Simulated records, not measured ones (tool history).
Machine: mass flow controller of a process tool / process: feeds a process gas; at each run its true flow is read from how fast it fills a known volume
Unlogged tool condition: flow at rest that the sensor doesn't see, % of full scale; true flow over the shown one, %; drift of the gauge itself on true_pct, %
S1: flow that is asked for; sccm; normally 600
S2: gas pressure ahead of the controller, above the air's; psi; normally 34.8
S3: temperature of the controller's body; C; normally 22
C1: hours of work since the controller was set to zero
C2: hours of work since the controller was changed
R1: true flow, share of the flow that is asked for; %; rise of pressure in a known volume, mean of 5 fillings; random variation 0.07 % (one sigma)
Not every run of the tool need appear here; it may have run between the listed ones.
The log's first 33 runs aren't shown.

run	hour	S1	S2	S3	C1	C2	R1
34	11974.6	107	30.3	21	5743	12371	98.86
35	12461.6	107	30.3	21	6046	12674	98.86
36	12986	107	30.3	21	6372	13000	98.75
37	13283.3	200	38.4	32	6557	13185	99.54
# hour 13410.8: controller's zero set anew
38	13745.2	111	24.7	22	208	13472	98.92
39	14014.6	111	24.7	22	376	13640	98.84
# hour 14094.7: controller exchanged for a calibrated one
40	14552.9	111	24.7	22	285	285	98.79
41	15014.7	111	24.7	22	572	572	98.93
42	15386.8	290	21.8	22	804	804	99.01
43	15629.3	488	30	31	955	955	99.77
44	16074	488	30	31	1232	1232	99.62
45	16486.6	732	34.8	22	1488	1488	98.99
46	16778.6	294	21.8	31	1670	1670	99.66
47	17252.9	294	21.8	31	1965	1965	99.48
48	17769.8	648	34.8	22	2287	2287	98.98

3 ways to go on from here, each from the tool as it stands after run 48. What would each give?
A	18027.5	648	34.8	36	2447	2447	?
B	18027.5	754	34.8	24	2447	2447	?
C	18027.5	648	24.7	36	2447	2447	?

run	R1
A	100
B	99.25
C	100.17
Without the tool's hidden state the same runs would have given:
run	R1
A	100.45
B	99.7
C	100.62
